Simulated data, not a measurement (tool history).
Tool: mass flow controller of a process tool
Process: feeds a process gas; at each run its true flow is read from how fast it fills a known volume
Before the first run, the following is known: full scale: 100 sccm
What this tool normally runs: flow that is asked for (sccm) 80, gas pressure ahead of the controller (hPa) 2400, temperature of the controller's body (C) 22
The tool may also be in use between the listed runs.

run    hour  flow that is asked for (sccm)  gas pressure ahead of the controller (hPa)  temperature of the controller's body (C)  true flow (%)
  1     0.0                             80                                        2400                                        22          99.05
  2   368.9                             80                                        1440                                        22          98.80
  3   644.6                             80                                        2400                                        22          98.99
  4   814.0                             80                                        2400                                        22          98.94
  5   989.3                             80                                        2400                                        22          98.99
  6  1220.5                             80                                        2400                                        22          99.02
  7  1531.4                             80                                        2400                                        22          98.84
  8  1734.1                             80                                        2400                                        27          99.35
  9  2104.5                             80                                        2400                                        22          98.65
 10  2371.3                             12                                        2400                                        22          96.39
 11  2614.5                             20                                        2400                                        22          96.74
 12  2885.5                             80                                        2400                                        22          98.72
 13  3061.7                             21                                        2400                                        22          96.64
 14  3277.6                             21                                        2400                                        22          96.52
 15  3515.7                             80                                        2400                                        31          99.39
 16  3695.8                             17                                        2400                                        27          96.90
 17  3857.5                             30                                        2400                                        24          97.03
 18  4198.8                             18                                        2050                                        35          97.39
 19  4474.7                             18                                        2050                                        35          97.30
 20  4735.3                             18                                        2050                                        35          97.27
 21  5092.6                             18                                        2050                                        35          97.24
 22  5306.3                             18                                        2050                                        35          97.18
 23  5611.3                             20                                        2280                                        34          97.20
 24  5811.1                             80                                        1990                                        33          99.25
 25  5992.8                             80                                        1990                                        33          99.17
     6185.5  -- controller's zero set anew
 26  6346.2                             80                                        1990                                        33          99.04
 27  6631.0                             80                                        1990                                        33          98.91
 28  6938.5                             80                                        1990                                        33          98.88
 29  7215.6                             80                                        1990                                        33          98.78

What would each run have given without the hidden state, its run-to-run variation left as it was?
Unlogged tool condition in this case: flow at rest that the sensor doesn't see, % of full scale; true flow over the shown one, %; drift of the gauge itself on true_pct, %.
run  true flow (%)
  1          99.05
  2          98.87
  3          99.10
  4          99.08
  5          99.15
  6          99.21
  7          99.08
  8          99.62
  9          98.99
 10          96.77
 11          97.15
 12          99.18
 13          97.12
 14          97.03
 15          99.95
 16          97.48
 17          97.64
 18          98.05
 19          98.01
 20          98.02
 21          98.05
 22          98.02
 23          98.08
 24         100.17
 25         100.13
 26         100.05
 27          99.96
 28          99.98
 29          99.92

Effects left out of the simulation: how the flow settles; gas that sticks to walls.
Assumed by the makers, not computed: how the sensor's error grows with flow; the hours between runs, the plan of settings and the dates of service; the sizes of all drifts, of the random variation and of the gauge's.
